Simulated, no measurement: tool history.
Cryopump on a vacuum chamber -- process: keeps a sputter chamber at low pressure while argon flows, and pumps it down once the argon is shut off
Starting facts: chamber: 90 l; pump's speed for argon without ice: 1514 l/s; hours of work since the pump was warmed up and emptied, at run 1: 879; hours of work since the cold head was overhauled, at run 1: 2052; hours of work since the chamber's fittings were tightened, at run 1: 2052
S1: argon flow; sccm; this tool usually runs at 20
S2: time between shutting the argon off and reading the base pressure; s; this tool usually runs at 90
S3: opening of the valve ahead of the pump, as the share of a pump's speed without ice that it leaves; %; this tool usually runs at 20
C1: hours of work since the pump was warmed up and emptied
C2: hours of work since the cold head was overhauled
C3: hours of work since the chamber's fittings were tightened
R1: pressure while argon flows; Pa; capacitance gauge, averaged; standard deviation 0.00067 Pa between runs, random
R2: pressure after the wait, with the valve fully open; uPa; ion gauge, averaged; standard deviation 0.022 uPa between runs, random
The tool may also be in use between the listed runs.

| run | day | S1 | S2 | S3 | C1 | C2 | C3 | R1 | R2 |
|---|---|---|---|---|---|---|---|---|---|
| 1 | 0.000 | 20 | 90 | 20 | 879 | 2052 | 2052 | 0.1169 | 2.59 |
| 2 | 2.267 | 20 | 90 | 44 | 921 | 2094 | 2094 | 0.0563 | 2.59 |
| 3 | 5.425 | 20 | 90 | 44 | 978 | 2152 | 2152 | 0.0566 | 2.59 |
| 4 | 8.554 | 20 | 90 | 44 | 1036 | 2209 | 2209 | 0.0575 | 2.70 |
| 5 | 10.471 | 20 | 90 | 20 | 1071 | 2244 | 2244 | 0.1182 | 2.86 |
| 6 | 12.871 | 20 | 90 | 45 | 1115 | 2288 | 2288 | 0.0567 | 2.84 |
|  | 14.046 | pump warmed up, emptied and cooled again |
| 7 | 15.242 | 20 | 54 | 45 | 22 | 2327 | 2327 | 0.0504 | 2.83 |
| 8 | 19.104 | 13 | 54 | 45 | 93 | 2398 | 2398 | 0.0338 | 2.84 |
| 9 | 21.667 | 13 | 54 | 45 | 139 | 2445 | 2445 | 0.0334 | 2.82 |
| 10 | 25.046 | 13 | 54 | 45 | 201 | 2507 | 2507 | 0.0331 | 2.93 |
| 11 | 27.217 | 13 | 48 | 45 | 241 | 2546 | 2546 | 0.0333 | 3.01 |
| 12 | 30.108 | 9 | 157 | 36 | 294 | 2599 | 2599 | 0.0287 | 2.51 |
| 13 | 33.550 | 9 | 193 | 18 | 357 | 2662 | 2662 | 0.0572 | 2.54 |
| 14 | 37.058 | 9 | 193 | 18 | 421 | 2727 | 2727 | 0.0576 | 2.66 |
| 15 | 40.296 | 32 | 298 | 20 | 480 | 2786 | 2786 | 0.1836 | 2.60 |

The next listed run, before its measurement:
| 16 | 43.079 | 20 | 46 | 20 | 531 | 2837 | 2837 | ? | ? |

{"run 16": {"R1": 0.1169, "R2": 3.45}}
Take away the tool's hidden state, keep the run-to-run variation as it was, and the same run would have given R1 0.1136 Pa, R2 1.13 uPa.
